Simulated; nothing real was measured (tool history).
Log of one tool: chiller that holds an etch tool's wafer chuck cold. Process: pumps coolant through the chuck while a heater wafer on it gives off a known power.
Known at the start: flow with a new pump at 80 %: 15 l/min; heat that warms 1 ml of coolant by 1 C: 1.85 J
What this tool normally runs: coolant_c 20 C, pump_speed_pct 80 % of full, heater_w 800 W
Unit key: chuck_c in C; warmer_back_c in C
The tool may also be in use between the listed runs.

{"run": 1, "hour": 0.0, "coolant_c": 20, "pump_speed_pct": 80, "heater_w": 800, "chuck_c": 25.21, "warmer_back_c": 1.71}
{"run": 2, "hour": 28.9, "coolant_c": 20, "pump_speed_pct": 80, "heater_w": 800, "chuck_c": 25.31, "warmer_back_c": 1.74}
{"run": 3, "hour": 56.3, "coolant_c": 20, "pump_speed_pct": 80, "heater_w": 800, "chuck_c": 25.28, "warmer_back_c": 1.75}
{"run": 4, "hour": 93.0, "coolant_c": 20, "pump_speed_pct": 80, "heater_w": 800, "chuck_c": 25.34, "warmer_back_c": 1.76}
{"run": 5, "hour": 143.7, "coolant_c": 20, "pump_speed_pct": 80, "heater_w": 800, "chuck_c": 25.26, "warmer_back_c": 1.78}
{"run": 6, "hour": 168.8, "coolant_c": 20, "pump_speed_pct": 80, "heater_w": 800, "chuck_c": 25.3, "warmer_back_c": 1.81}
{"run": 7, "hour": 203.4, "coolant_c": 20, "pump_speed_pct": 80, "heater_w": 800, "chuck_c": 25.29, "warmer_back_c": 1.73}
{"run": 8, "hour": 244.7, "coolant_c": 20, "pump_speed_pct": 80, "heater_w": 800, "chuck_c": 25.35, "warmer_back_c": 1.78}
{"hour": 253.0, "done": "chiller's thermometer calibrated"}
{"run": 9, "hour": 298.4, "coolant_c": 20, "pump_speed_pct": 80, "heater_w": 800, "chuck_c": 25.94, "warmer_back_c": 1.73}
{"run": 10, "hour": 325.4, "coolant_c": 20, "pump_speed_pct": 80, "heater_w": 800, "chuck_c": 25.85, "warmer_back_c": 1.77}
{"run": 11, "hour": 378.6, "coolant_c": 20, "pump_speed_pct": 80, "heater_w": 800, "chuck_c": 25.93, "warmer_back_c": 1.78}
{"hour": 408.1, "done": "coolant changed, channels flushed"}
{"run": 12, "hour": 408.1, "coolant_c": 20, "pump_speed_pct": 80, "heater_w": 800, "chuck_c": 25.32, "warmer_back_c": 1.77}
{"run": 13, "hour": 434.6, "coolant_c": 20, "pump_speed_pct": 80, "heater_w": 800, "chuck_c": 25.34, "warmer_back_c": 1.77}
{"run": 14, "hour": 476.1, "coolant_c": 20, "pump_speed_pct": 80, "heater_w": 519, "chuck_c": 23.46, "warmer_back_c": 1.17}
{"run": 15, "hour": 521.4, "coolant_c": 20, "pump_speed_pct": 71, "heater_w": 735, "chuck_c": 25.39, "warmer_back_c": 1.83}
{"run": 16, "hour": 573.0, "coolant_c": 27, "pump_speed_pct": 80, "heater_w": 1044, "chuck_c": 33.93, "warmer_back_c": 2.35}
{"run": 17, "hour": 602.6, "coolant_c": 13, "pump_speed_pct": 89, "heater_w": 408, "chuck_c": 15.48, "warmer_back_c": 0.8}
{"run": 18, "hour": 643.2, "coolant_c": 13, "pump_speed_pct": 89, "heater_w": 408, "chuck_c": 15.39, "warmer_back_c": 0.81}
{"run": 19, "hour": 694.2, "coolant_c": 13, "pump_speed_pct": 89, "heater_w": 408, "chuck_c": 15.5, "warmer_back_c": 0.78}
{"run": 20, "hour": 721.6, "coolant_c": 14, "pump_speed_pct": 80, "heater_w": 986, "chuck_c": 20.51, "warmer_back_c": 2.22}
{"run": 21, "hour": 754.3, "coolant_c": 14, "pump_speed_pct": 80, "heater_w": 986, "chuck_c": 20.69, "warmer_back_c": 2.18}
{"run": 22, "hour": 785.0, "coolant_c": 20, "pump_speed_pct": 83, "heater_w": 800, "chuck_c": 25.04, "warmer_back_c": 1.73}
{"run": 23, "hour": 832.8, "coolant_c": 11, "pump_speed_pct": 83, "heater_w": 800, "chuck_c": 16.29, "warmer_back_c": 1.76}
{"run": 24, "hour": 865.1, "coolant_c": 10, "pump_speed_pct": 89, "heater_w": 1080, "chuck_c": 16.72, "warmer_back_c": 2.17}
{"run": 25, "hour": 911.0, "coolant_c": 16, "pump_speed_pct": 68, "heater_w": 1080, "chuck_c": 24.37, "warmer_back_c": 2.86}
{"run": 26, "hour": 947.6, "coolant_c": 16, "pump_speed_pct": 68, "heater_w": 1080, "chuck_c": 24.3, "warmer_back_c": 2.88}
{"run": 27, "hour": 976.2, "coolant_c": 16, "pump_speed_pct": 65, "heater_w": 800, "chuck_c": 22.37, "warmer_back_c": 2.21}

3 options for the next run, each taken on its own from the tool as it stands now. Forecast them:
{"run": "A", "hour": 1014.2, "coolant_c": 16, "pump_speed_pct": 98, "heater_w": 800, "chuck_c": "?", "warmer_back_c": "?"}
{"run": "B", "hour": 1014.2, "coolant_c": 23, "pump_speed_pct": 65, "heater_w": 800, "chuck_c": "?", "warmer_back_c": "?"}
{"run": "C", "hour": 1014.2, "coolant_c": 15, "pump_speed_pct": 80, "heater_w": 800, "chuck_c": "?", "warmer_back_c": "?"}

run=A chuck_c=20.41 warmer_back_c=1.47
run=B chuck_c=29.29 warmer_back_c=2.25
run=C chuck_c=20.4 warmer_back_c=1.76
With no hidden state in the tool, these same runs would have given:
run=A chuck_c=20.37 warmer_back_c=1.41
run=B chuck_c=29.16 warmer_back_c=2.15
run=C chuck_c=20.32 warmer_back_c=1.68
